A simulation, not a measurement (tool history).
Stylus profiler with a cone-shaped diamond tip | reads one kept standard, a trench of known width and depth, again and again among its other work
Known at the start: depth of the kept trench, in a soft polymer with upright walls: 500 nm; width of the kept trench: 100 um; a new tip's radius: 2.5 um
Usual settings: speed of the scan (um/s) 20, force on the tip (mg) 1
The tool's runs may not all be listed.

run    hour  speed of the scan (um/s)  force on the tip (mg)  depth of the trench (nm)  width of the trench's floor (nm)
  1       0                        20                      1                     501.4                             95430
  2    49.7                        20                      1                    501.14                             95320
  3    98.6                        27                      1                    501.36                             95260
  4   128.8                        20                   1.15                    501.29                             95310
  5   172.1                        20                   1.15                    501.64                             95210
  6   219.3                        20                      1                    500.84                             95160
  7   271.3                        16                      1                    500.73                             95190
  8   323.8                        16                   0.62                    500.19                             95070
  9   379.8                        20                   1.12                    501.17                             95040
 10   445.3                        20                   1.12                    501.32                             95060
 11   501.3                        20                      1                    501.02                             94950
      524.7  -- new tip fitted, height scale calibrated
 12   552.4                        20                      1                    503.21                             96780
 13     619                        20                      1                    503.11                             96720
 14   658.8                        20                      1                    502.74                             96670
 15   698.9                        13                      1                    502.91                             96720
 16   751.9                        13                      1                     502.7                             96590
      755.6  -- height scale calibrated on a step standard
 17   791.1                        13                   0.35                    501.03                             96520
 18   823.7                        13                   0.35                     501.6                             96490
 19   888.3                        13                   0.35                    501.21                             96340
 20   937.5                        13                   0.35                    501.29                             96300
      967.2  -- height scale calibrated on a step standard, once more
 21   989.8                        20                      1                    502.81                             96300
 22  1034.5                        20                      1                    502.88                             96190
 23  1076.8                        60                   0.55                    501.75                             95760
 24  1134.1                        15                   0.35                    501.01                             96110
 25  1181.7                        47                   0.93                    502.36                             95870
 26  1241.2                         9                   1.39                    503.47                             96110
 27  1300.3                         9                   1.39                    503.26                             96070
 28  1362.7                        10                   1.41                     503.5                             95970
 29  1396.3                        10                   1.41                    503.41                             95940
 30  1429.7                        30                   0.49                    501.53                             95690
 31  1485.7                         7                   0.64                    501.37                             95890
 32  1535.1                         7                   0.64                    501.46                             95830
 33  1588.3                        12                   0.56                     501.6                             95770
 34  1646.1                        12                   0.56                    501.12                             95710
 35  1676.9                        39                   0.62                    501.59                             95420
 36  1716.6                         6                   0.62                    501.35                             95650
 37  1765.3                        52                   1.96                    503.81                             95420
 38  1825.7                        52                   1.96                    503.73                             95410
 39  1860.4                        32                      1                    501.99                             95380
 40  1917.7                        34                   0.37                    500.56                             95210
 41  1945.3                        19                   1.82                    503.31                             95440
 42  1982.7                        76                      1                     501.9                             94950
 43  2037.6                        20                   2.57                    504.58                             95340
 44  2098.6                        20                   2.57                     504.2                             95300

5 ways to go on from here, each from the tool as it stands after run 44. What would each give?
  A  2134.9                         7                   2.57                         ?                                 ?
  B  2134.9                        20                   2.37                         ?                                 ?
  C  2134.9                         6                   1.72                         ?                                 ?
  D  2134.9                        36                   0.97                         ?                                 ?
  E  2134.9                        52                   0.42                         ?                                 ?

run  depth of the trench (nm)  width of the trench's floor (nm)
  A                    504.07                             95350
  B                    504.12                             95260
  C                    503.18                             95290
  D                    501.67                             95130
  E                    500.48                             94850
Without the tool's hidden state the same runs would have given:
run  depth of the trench (nm)  width of the trench's floor (nm)
  A                    505.01                             96980
  B                    505.06                             96890
  C                    504.12                             96920
  D                    502.61                             96760
  E                    501.41                             96480
